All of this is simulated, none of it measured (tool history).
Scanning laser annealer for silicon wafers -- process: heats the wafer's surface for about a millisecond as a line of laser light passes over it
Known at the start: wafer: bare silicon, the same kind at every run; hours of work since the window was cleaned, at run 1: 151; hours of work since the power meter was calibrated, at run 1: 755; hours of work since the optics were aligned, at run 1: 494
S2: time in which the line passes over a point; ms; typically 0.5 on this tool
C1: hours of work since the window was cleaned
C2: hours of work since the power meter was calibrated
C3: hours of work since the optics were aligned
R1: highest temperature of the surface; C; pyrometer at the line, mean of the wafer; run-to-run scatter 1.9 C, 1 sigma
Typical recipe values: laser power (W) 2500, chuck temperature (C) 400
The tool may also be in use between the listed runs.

{"run": 1, "day": 0.0, "laser power (W)": 2500, "S2": 0.5, "chuck temperature (C)": 400, "C1": 151, "C2": 755, "C3": 494, "R1": 1164}
{"run": 2, "day": 1.054, "laser power (W)": 2500, "S2": 0.5, "chuck temperature (C)": 400, "C1": 162, "C2": 766, "C3": 505, "R1": 1165}
{"run": 3, "day": 2.604, "laser power (W)": 2500, "S2": 0.5, "chuck temperature (C)": 400, "C1": 179, "C2": 783, "C3": 522, "R1": 1161}
{"run": 4, "day": 4.575, "laser power (W)": 2500, "S2": 0.5, "chuck temperature (C)": 400, "C1": 200, "C2": 804, "C3": 543, "R1": 1162}
{"run": 5, "day": 5.746, "laser power (W)": 2500, "S2": 0.5, "chuck temperature (C)": 400, "C1": 213, "C2": 817, "C3": 555, "R1": 1159}
{"day": 6.038, "done": "laser's power meter calibrated"}
{"run": 6, "day": 7.854, "laser power (W)": 2500, "S2": 0.5, "chuck temperature (C)": 394, "C1": 234, "C2": 19, "C3": 576, "R1": 1149}

The next listed run, before its measurement:
{"run": 7, "day": 9.929, "laser power (W)": 2500, "S2": 0.5, "chuck temperature (C)": 394, "C1": 256, "C2": 42, "C3": 599, "R1": "?"}

R1: 1147 C
With no hidden state in the tool, this same run would have given R1 1178 C.
